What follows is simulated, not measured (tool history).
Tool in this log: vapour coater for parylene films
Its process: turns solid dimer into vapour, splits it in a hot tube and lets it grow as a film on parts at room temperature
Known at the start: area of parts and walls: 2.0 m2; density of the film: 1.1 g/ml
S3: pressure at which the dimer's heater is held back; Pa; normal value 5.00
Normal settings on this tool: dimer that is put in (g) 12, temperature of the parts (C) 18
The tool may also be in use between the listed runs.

Run 1, hour 0.0: usual settings. Result: thickness of the film (um) 2.32.
Run 2, hour 31.0: usual settings. Result: thickness of the film (um) 2.32.
Run 3, hour 82.6: usual settings but S3 7.11 Pa. Result: thickness of the film (um) 2.09.
Run 4, hour 110.5: usual settings but S3 7.11 Pa. Result: thickness of the film (um) 2.08.
Run 5, hour 177.9: usual settings but S3 7.11 Pa. Result: thickness of the film (um) 2.36.
Run 6, hour 226.9: usual settings but S3 3.13 Pa. Result: thickness of the film (um) 2.88.
Run 7, hour 259.4: usual settings but S3 3.13 Pa. Result: thickness of the film (um) 2.88.
Run 8, hour 317.0: usual settings but S3 6.18 Pa. Result: thickness of the film (um) 2.40.
Run 9, hour 375.8: usual settings. Result: thickness of the film (um) 2.52.
Run 10, hour 434.0: usual settings. Result: thickness of the film (um) 2.52.
Run 11, hour 472.2: usual settings. Result: thickness of the film (um) 2.53.
Run 12, hour 533.8: usual settings. Result: thickness of the film (um) 2.54.
Run 13, hour 582.8: usual settings. Result: thickness of the film (um) 2.53.
Run 14, hour 627.3: usual settings but temperature of the parts (C) 30. Result: thickness of the film (um) 1.40.
Run 15, hour 661.3: usual settings but temperature of the parts (C) 30. Result: thickness of the film (um) 1.40.
Run 16, hour 701.9: usual settings but dimer that is put in (g) 8, temperature of the parts (C) 12, S3 2.98 Pa. Result: thickness of the film (um) 2.47.
Run 17, hour 739.1: usual settings but S3 2.77 Pa. Result: thickness of the film (um) 2.89.
Run 18, hour 765.8: usual settings but dimer that is put in (g) 14, temperature of the parts (C) 14, S3 2.77 Pa. Result: thickness of the film (um) 4.02.
Run 19, hour 824.0: usual settings but dimer that is put in (g) 6, temperature of the parts (C) 10. Result: thickness of the film (um) 1.80.
Run 20, hour 880.4: usual settings but temperature of the parts (C) 20, S3 11.24 Pa. Result: thickness of the film (um) 1.82.
Run 21, hour 939.4: usual settings but temperature of the parts (C) 20, S3 11.24 Pa. Result: thickness of the film (um) 1.81.
Run 22, hour 991.7: usual settings but dimer that is put in (g) 20, temperature of the parts (C) 10, S3 5.47 Pa. Result: thickness of the film (um) 5.78.
Run 23, hour 1028.1: usual settings but dimer that is put in (g) 18, temperature of the parts (C) 14. Result: thickness of the film (um) 4.47.
Run 24, hour 1074.5: usual settings but dimer that is put in (g) 18, temperature of the parts (C) 14. Result: thickness of the film (um) 4.24.
Run 25, hour 1134.8: usual settings but dimer that is put in (g) 10, temperature of the parts (C) 12, S3 2.38 Pa. Result: thickness of the film (um) 3.14.
Run 26, hour 1181.4: usual settings but dimer that is put in (g) 10, temperature of the parts (C) 12, S3 2.38 Pa. Result: thickness of the film (um) 3.07.
Run 27, hour 1230.9: usual settings but dimer that is put in (g) 5, temperature of the parts (C) 17. Result: thickness of the film (um) 1.02.

Withheld: 3 entries from between the runs. Position of each, and hidden state at the listed run before versus the listed run after:
Run 4 -> run 5: trap's valve overhauled (hour 155.7)
  vapour lost through the trap's worn valve, %: 11.9 -> 0.5; true temperature of the parts over the reading, C: -0.06 -> -0.08
  measured minus no-state result, thickness of the film (um): -0.27 -> +0.00
Run 18 -> run 19: table's thermometer calibrated (hour 771.2)
  vapour lost through the trap's worn valve, %: 5.6 -> 6.2; true temperature of the parts over the reading, C: -0.23 -> -0.39
  measured minus no-state result, thickness of the film (um): -0.19 -> -0.08
Run 23 -> run 24: table's thermometer calibrated, once more (hour 1045.0)
  vapour lost through the trap's worn valve, %: 8.1 -> 8.5; true temperature of the parts over the reading, C: -0.44 -> 0.16
  measured minus no-state result, thickness of the film (um): -0.29 -> -0.43
